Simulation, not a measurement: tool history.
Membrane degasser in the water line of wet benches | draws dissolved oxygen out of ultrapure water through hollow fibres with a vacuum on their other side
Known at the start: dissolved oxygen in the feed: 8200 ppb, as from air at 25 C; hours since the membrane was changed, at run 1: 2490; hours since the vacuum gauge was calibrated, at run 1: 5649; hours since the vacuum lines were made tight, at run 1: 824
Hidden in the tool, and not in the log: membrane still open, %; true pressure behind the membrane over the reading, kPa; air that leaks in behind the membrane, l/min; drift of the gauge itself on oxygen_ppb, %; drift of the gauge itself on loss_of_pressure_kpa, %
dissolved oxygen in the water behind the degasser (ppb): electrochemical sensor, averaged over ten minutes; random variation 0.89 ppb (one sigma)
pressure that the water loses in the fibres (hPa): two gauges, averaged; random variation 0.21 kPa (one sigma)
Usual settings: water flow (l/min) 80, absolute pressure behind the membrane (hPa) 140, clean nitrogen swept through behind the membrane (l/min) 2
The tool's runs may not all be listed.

| run | hour | water flow (l/min) | absolute pressure behind the membrane (hPa) | clean nitrogen swept through behind the membrane (l/min) | hours since the membrane was changed | hours since the vacuum gauge was calibrated | hours since the vacuum lines were made tight | dissolved oxygen in the water behind the degasser (ppb) | pressure that the water loses in the fibres (hPa) |
|---|---|---|---|---|---|---|---|---|---|
| 1 | 0 | 80 | 140 | 2 | 2490 | 5649 | 824 | 803.5 | 480 |
| 2 | 75.3 | 80 | 140 | 2 | 2565 | 5724 | 899 | 802.8 | 478 |
| 3 | 178.7 | 80 | 140 | 2 | 2668 | 5828 | 1003 | 802.3 | 480.6 |
| 4 | 282.6 | 80 | 140 | 2 | 2772 | 5931 | 1106 | 803.8 | 482.3 |
| 5 | 408.9 | 80 | 140 | 2 | 2898 | 6058 | 1233 | 804.8 | 484.2 |
| 6 | 476.7 | 80 | 140 | 2 | 2966 | 6126 | 1301 | 800.4 | 474.7 |
| 7 | 586.8 | 80 | 140 | 2 | 3076 | 6236 | 1411 | 804 | 482.6 |
| 8 | 693.8 | 80 | 140 | 2 | 3183 | 6343 | 1518 | 803.8 | 480.9 |
| 9 | 787.5 | 80 | 140 | 2 | 3277 | 6436 | 1611 | 804.1 | 482.5 |
| 10 | 872 | 80 | 178 | 2 | 3362 | 6521 | 1696 | 1055 | 478.9 |
| 11 | 980.4 | 69 | 87 | 2 | 3470 | 6629 | 1804 | 379.7 | 416.5 |
| 12 | 1112.3 | 80 | 218 | 1.77 | 3602 | 6761 | 1936 | 1421.2 | 481.9 |
| 13 | 1239.9 | 53 | 231 | 3.57 | 3729 | 6889 | 2064 | 631.4 | 318.4 |

Run 14 comes next. What will it give?
| 14 | 1346.6 | 80 | 140 | 2.31 | 3836 | 6995 | 2170 | ? | ? |

Run 14 gave dissolved oxygen in the water behind the degasser (ppb) 720.2, pressure that the water loses in the fibres (hPa) 478.4.
Without the tool's hidden state the same run would have given dissolved oxygen in the water behind the degasser (ppb) 719.9, pressure that the water loses in the fibres (hPa) 477.9.
